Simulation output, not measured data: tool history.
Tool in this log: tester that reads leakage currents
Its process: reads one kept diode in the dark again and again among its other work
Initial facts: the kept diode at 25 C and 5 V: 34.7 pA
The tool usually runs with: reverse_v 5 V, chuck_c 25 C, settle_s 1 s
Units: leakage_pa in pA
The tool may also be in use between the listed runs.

run,hour,reverse_v,chuck_c,settle_s,leakage_pa
1,0,5,25,1,40.72
2,24.4,8.12,25,1,49.17
3,39.9,5,31,1,62.29
4,55.8,5,31,1,62.15
5,71.5,5,25,1,40.98
6,90.2,5,46,1,168.37
7,107.7,5,46,1,169.41
8,134.2,5,46,1,170.16
9,157.5,5,25,1.25,41.55
10,185.4,4.22,25,0.54,40.69
11,213.2,7.91,23,8.39,41.29
12,231.6,7.91,23,8.39,41.64
13,260.6,3.56,21,0.41,29.75
14,293.4,12.07,47,0.41,254.9
15,324.2,12.07,47,0.41,259.9
16,338.1,12.07,47,0.41,259.12
17,359.3,12.07,47,1.88,250.5

Predict each of these 4 candidate next runs independently; none follows another, all start after run 17:
A,375.5,5,26,6.84,?
B,375.5,1.71,47,1.88,?
C,375.5,5,34,0.34,?
D,375.5,2.02,48,1,?

run,leakage_pa
A,44.9
B,128.23
C,83.26
D,144.67
Without the tool's hidden state the same runs would have given:
run,leakage_pa
A,37.77
B,112.09
C,71.95
D,126.59
